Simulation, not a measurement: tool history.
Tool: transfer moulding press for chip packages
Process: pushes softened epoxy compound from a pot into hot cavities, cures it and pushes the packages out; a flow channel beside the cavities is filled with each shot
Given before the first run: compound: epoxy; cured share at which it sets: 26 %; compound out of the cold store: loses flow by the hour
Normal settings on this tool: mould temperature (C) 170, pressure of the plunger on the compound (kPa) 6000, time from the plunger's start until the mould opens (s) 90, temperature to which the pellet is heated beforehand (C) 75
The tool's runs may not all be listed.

run   hour  mould temperature (C)  pressure of the plunger on the compound (kPa)  time from the plunger's start until the mould opens (s)  temperature to which the pellet is heated beforehand (C)  incoming compound's hours out of the cold store  length that the compound runs in the flow channel (mm)  greatest force on the pins that push the packages out (N)
  1    0.0                    170                                           6000                                                       90                                                        75                                             32.4                                                     629                                                        243
  2    9.8                    170                                           6000                                                       90                                                        75                                             27.6                                                     658                                                        247
  3   21.2                    170                                           5980                                                       90                                                        75                                             22.4                                                     703                                                        249
      27.4  -- cavities cleaned with cleaning compound and waxed
  4   39.5                    170                                           6000                                                       90                                                        75                                             18.9                                                     701                                                        246
  5   57.7                    170                                           6000                                                       90                                                        75                                             31.6                                                     631                                                        249
  6   73.6                    170                                           6000                                                       90                                                        75                                             15.4                                                     717                                                        264
  7   89.2                    170                                           5490                                                       90                                                        75                                             36.8                                                     578                                                        246
      93.3  -- cavities cleaned with cleaning compound and waxed
  8  103.0                    170                                           5490                                                       90                                                        75                                             44.5                                                     552                                                        237
  9  119.1                    170                                           5490                                                       90                                                        75                                             17.8                                                     688                                                        258
 10  128.6                    170                                           5490                                                       90                                                        75                                             35.3                                                     597                                                        232
 11  140.7                    165                                           6000                                                       90                                                        75                                             24.6                                                     690                                                        366
 12  154.5                    165                                           6000                                                       90                                                        75                                             30.0                                                     661                                                        352
     158.9  -- cavities cleaned with cleaning compound and waxed
 13  165.6                    170                                           5330                                                       90                                                        75                                             29.3                                                     618                                                        237
 14  183.5                    170                                           6000                                                       90                                                        75                                             34.1                                                     626                                                        247
 15  196.3                    170                                           6620                                                       90                                                        75                                              8.5                                                     794                                                        255
 16  206.0                    162                                           5890                                                       79                                                        73                                             27.8                                                     675                                                        605
 17  218.5                    166                                           4610                                                       90                                                        72                                             36.9                                                     541                                                        318
     224.4  -- cavities cleaned with cleaning compound and waxed
     235.8  -- plunger's sealing rings changed
 18  238.4                    172                                           4870                                                      105                                                        72                                             39.9                                                     537                                                        186
 19  248.3                    172                                           4870                                                      105                                                        72                                             26.1                                                     601                                                        184
 20  262.8                    174                                           6000                                                       90                                                        75                                              8.4                                                     761                                                        216
 21  280.9                    168                                           6000                                                       82                                                        75                                             26.4                                                     683                                                        354
     292.4  -- cavities cleaned with cleaning compound and waxed
 22  292.4                    168                                           6000                                                       82                                                        75                                             19.6                                                     711                                                        349
 23  306.4                    170                                           6000                                                       90                                                        77                                             36.8                                                     614                                                        230

Run 24 has not been measured yet. What should we expect?
 24  319.6                    170                                           6000                                                       90                                                        69                                             27.2                                                       ?                                                          ?

length that the compound runs in the flow channel (mm): 655
greatest force on the pins that push the packages out (N): 246
Were there no unlogged condition in the tool, this run, its random variation unchanged, would have produced length that the compound runs in the flow channel (mm) 655, greatest force on the pins that push the packages out (N) 243.

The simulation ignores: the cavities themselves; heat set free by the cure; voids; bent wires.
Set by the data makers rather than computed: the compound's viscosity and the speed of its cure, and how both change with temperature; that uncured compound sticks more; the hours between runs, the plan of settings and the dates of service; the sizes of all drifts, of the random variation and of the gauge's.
